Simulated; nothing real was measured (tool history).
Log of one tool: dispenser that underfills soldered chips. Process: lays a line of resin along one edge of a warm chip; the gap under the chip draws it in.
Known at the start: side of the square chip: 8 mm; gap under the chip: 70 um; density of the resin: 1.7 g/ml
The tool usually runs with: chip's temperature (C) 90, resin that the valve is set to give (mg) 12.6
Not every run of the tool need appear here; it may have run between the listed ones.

| run | hour | chip's temperature (C) | resin that the valve is set to give (mg) | time until the resin shows at the far edge (s) | resin that the valve gave (mg) |
|---|---|---|---|---|---|
| 1 | 0 | 90 | 12.6 | 66.4 | 12.52 |
|  | 6.5 | new syringe of resin |
| 2 | 12.8 | 90 | 12.6 | 66.1 | 12.44 |
|  | 21.3 | new syringe of resin |
| 3 | 24.7 | 100 | 12.6 | 38.5 | 12.17 |
|  | 36 | new syringe of resin |
| 4 | 39.5 | 100 | 12.6 | 38.3 | 12.08 |
| 5 | 47.1 | 90 | 12.2 | 76.3 | 11.74 |
|  | 51.1 | new syringe of resin |
| 6 | 54.9 | 90 | 12.2 | 59.7 | 11.5 |
|  | 65.7 | new syringe of resin |
| 7 | 70.9 | 98 | 12.6 | 43.8 | 11.86 |
|  | 79.9 | new syringe of resin |
| 8 | 87 | 98 | 12.6 | 45.9 | 11.73 |
|  | 91.1 | dispensing valve cleaned and set on the balance |
|  | 95 | new syringe of resin |
| 9 | 103 | 98 | 12.6 | 47 | 12.51 |
|  | 108.9 | new syringe of resin |
| 10 | 119.9 | 98 | 12.6 | 52.7 | 12.32 |
|  | 123.3 | new syringe of resin |
|  | 137.7 | new syringe of resin |
| 11 | 137.7 | 98 | 12.6 | 35.9 | 12.17 |
|  | 153.1 | new syringe of resin |
| 12 | 153.9 | 98 | 12.6 | 36.2 | 11.99 |
| 13 | 162.7 | 90 | 12.6 | 68.8 | 11.94 |
|  | 167.6 | new syringe of resin |
| 14 | 179.4 | 90 | 12.6 | 75.4 | 11.72 |
|  | 182.4 | new syringe of resin |
| 15 | 192.1 | 90 | 12.6 | 71 | 11.74 |
|  | 194.7 | dispensing valve cleaned and set on the balance |
|  | 197.7 | new syringe of resin |
| 16 | 206.2 | 84 | 12.6 | 86.6 | 12.54 |
|  | 211.9 | new syringe of resin |
| 17 | 219 | 90 | 13.9 | 62 | 13.67 |
|  | 225.9 | new syringe of resin |
| 18 | 227.2 | 90 | 13.9 | 51.1 | 13.49 |
| 19 | 234.6 | 86 | 14.5 | 78.4 | 14.12 |
|  | 239.9 | new syringe of resin |
| 20 | 246.9 | 86 | 14.5 | 74.7 | 14.01 |
|  | 255.4 | new syringe of resin |
| 21 | 257.5 | 89 | 15.8 | 53.8 | 15.11 |
|  | 269.4 | new syringe of resin |
| 22 | 274.6 | 104 | 16.1 | 32.5 | 15.26 |
|  | 284.7 | new syringe of resin |
| 23 | 286.7 | 90 | 15.4 | 51.8 | 14.34 |
| 24 | 293.8 | 75 | 13.4 | 137 | 12.62 |
|  | 297.6 | dispensing valve cleaned and set on the balance |
|  | 300 | new syringe of resin |
| 25 | 304.3 | 75 | 13.4 | 115.1 | 13.4 |
|  | 315 | new syringe of resin |
| 26 | 316.5 | 79 | 14.1 | 83.6 | 13.84 |
| 27 | 324.3 | 86 | 14.1 | 78.4 | 13.88 |
|  | 329.1 | new syringe of resin |
| 28 | 334.4 | 94 | 16.2 | 49.4 | 15.94 |
|  | 343.6 | new syringe of resin |
| 29 | 348 | 94 | 16.2 | 46.6 | 15.78 |
|  | 358 | new syringe of resin |
| 30 | 361.3 | 77 | 12.1 | 96.3 | 11.55 |
| 31 | 370.8 | 77 | 12.1 | 134.3 | 11.58 |
|  | 372.5 | new syringe of resin |
| 32 | 381.6 | 90 | 14.4 | 65.6 | 13.44 |

5 options for the next run, each taken on its own from the tool as it stands now. Forecast them:
|  | 387 | new syringe of resin |
| A | 391.7 | 91 | 11.3 | ? | ? |
|  | 387 | new syringe of resin |
| B | 391.7 | 84 | 12.6 | ? | ? |
|  | 387 | new syringe of resin |
| C | 391.7 | 104 | 14.9 | ? | ? |
|  | 387 | new syringe of resin |
| D | 391.7 | 80 | 14.4 | ? | ? |
|  | 387 | new syringe of resin |
| E | 391.7 | 76 | 11.3 | ? | ? |

| run | time until the resin shows at the far edge (s) | resin that the valve gave (mg) |
|---|---|---|
| A | 56 | 10.65 |
| B | 74.8 | 11.79 |
| C | 31 | 13.93 |
| D | 88.9 | 13.56 |
| E | 111 | 10.54 |
Take away the tool's hidden state, keep each run's random variation, and the runs would have read:
| run | time until the resin shows at the far edge (s) | resin that the valve gave (mg) |
|---|---|---|
| A | 52 | 11.37 |
| B | 70.1 | 12.59 |
| C | 28.9 | 14.89 |
| D | 83.9 | 14.48 |
| E | 104 | 11.27 |
